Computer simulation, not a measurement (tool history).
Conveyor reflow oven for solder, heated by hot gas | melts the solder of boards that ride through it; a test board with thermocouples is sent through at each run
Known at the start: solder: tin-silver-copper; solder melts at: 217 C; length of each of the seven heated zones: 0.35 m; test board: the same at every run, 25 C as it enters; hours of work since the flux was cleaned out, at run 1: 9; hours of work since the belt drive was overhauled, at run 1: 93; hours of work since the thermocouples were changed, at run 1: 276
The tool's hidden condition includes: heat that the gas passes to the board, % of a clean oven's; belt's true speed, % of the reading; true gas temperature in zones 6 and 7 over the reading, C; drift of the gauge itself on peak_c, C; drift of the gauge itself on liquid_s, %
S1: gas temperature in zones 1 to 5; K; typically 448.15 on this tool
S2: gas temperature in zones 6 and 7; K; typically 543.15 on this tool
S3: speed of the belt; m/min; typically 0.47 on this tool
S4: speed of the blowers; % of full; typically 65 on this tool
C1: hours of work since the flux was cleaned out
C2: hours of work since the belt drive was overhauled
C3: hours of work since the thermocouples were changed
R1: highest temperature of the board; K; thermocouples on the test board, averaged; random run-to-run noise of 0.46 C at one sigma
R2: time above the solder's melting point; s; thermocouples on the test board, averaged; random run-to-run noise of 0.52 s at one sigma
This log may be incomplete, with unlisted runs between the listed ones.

run,day,S1,S2,S3,S4,C1,C2,C3,R1,R2
1,0,448.15,543.15,0.47,65,9,93,276,525.85,66.9
2,0.517,448.15,543.15,0.47,65,17,102,284,525.85,66.3
3,1.075,448.15,543.15,0.47,65,26,111,293,526.15,66.7
4,1.708,448.15,543.15,0.465,65,37,121,304,525.45,67.1
5,2.112,458.15,543.15,0.47,65,43,127,310,526.55,72.8
6,2.542,458.15,543.15,0.47,65,50,134,317,526.25,73.1
7,3,458.15,543.15,0.47,65,57,142,324,526.85,72.3
8,3.388,448.15,543.15,0.47,50,64,148,331,519.45,60.7
9,3.746,448.15,543.15,0.47,62,70,154,337,523.45,65.4
10,4.192,448.15,543.15,0.47,62,77,161,344,522.85,65.6
11,4.488,448.15,543.15,0.47,62,82,166,349,523.05,64.8
12,4.883,448.15,543.15,0.47,62,88,172,355,524.65,65.1
13,5.279,448.15,543.15,0.47,65,94,179,361,524.45,66.4
14,5.612,448.15,543.15,0.406,65,100,184,367,528.95,82.8
15,6.221,448.15,543.15,0.47,73,110,194,377,526.85,67.9
16,6.846,448.15,536.15,0.47,73,120,204,387,520.05,62.9
17,7.338,448.15,546.15,0.47,65,128,212,395,526.55,67.7
18,7.875,444.15,556.15,0.47,52,137,221,404,529.05,66.7
19,8.492,439.15,535.15,0.47,50,147,231,414,510.05,45.1
20,9.029,439.15,535.15,0.405,50,155,240,422,516.35,61.9
21,9.604,461.15,546.15,0.474,75,165,249,432,531.15,77.6
22,10.121,448.15,557.15,0.399,54,173,257,440,537.45,90.3
23,10.479,448.15,545.15,0.397,54,179,263,446,528.15,83.2
24,10.808,448.15,545.15,0.397,54,184,269,451,527.55,81.2
25,11.238,446.15,544.15,0.395,57,191,276,458,527.95,81.2
26,11.675,448.15,543.15,0.47,69,198,283,465,524.15,65.7
27,12.112,458.15,537.15,0.482,65,205,290,472,519.75,64
28,12.558,458.15,541.15,0.482,88,213,297,480,528.25,71.7
29,13.012,448.15,543.15,0.507,65,220,304,487,520.35,57.2
30,13.567,447.15,553.15,0.47,59,229,313,496,529.85,68.7
31,13.846,440.15,540.15,0.544,59,233,318,500,510.85,38.9
32,14.267,440.15,540.15,0.544,59,240,325,507,511.35,38.9

Difference, measured minus no-hidden-state, one row per run. Run-to-run variation is common to both terms; the gauge's own scatter need not be:
run,R1,R2
1,-0.6,-0.6
2,-0.7,-0.6
3,-0.8,-0.7
4,-0.9,-0.8
5,-0.9,-0.8
6,-1,-0.8
7,-1.1,-0.8
8,-1.1,-1.3
9,-1.2,-1.2
10,-1.3,-1.3
11,-1.3,-1.3
12,-1.4,-1.4
13,-1.5,-1.5
14,-1.4,-1.3
15,-1.7,-1.5
16,-1.7,-1.9
17,-1.9,-1.6
18,-1.9,-1.6
19,-1.9,-2.8
20,-1.7,-2.6
21,-2.1,-1.4
22,-2,-1.3
23,-2,-1.9
24,-2,-2
25,-2.1,-2
26,-2.6,-2.4
27,-2.4,-2.6
28,-2.5,-2
29,-2.9,-3.1
30,-2.9,-2.4
31,-3.2,-4.2
32,-3.4,-4.3
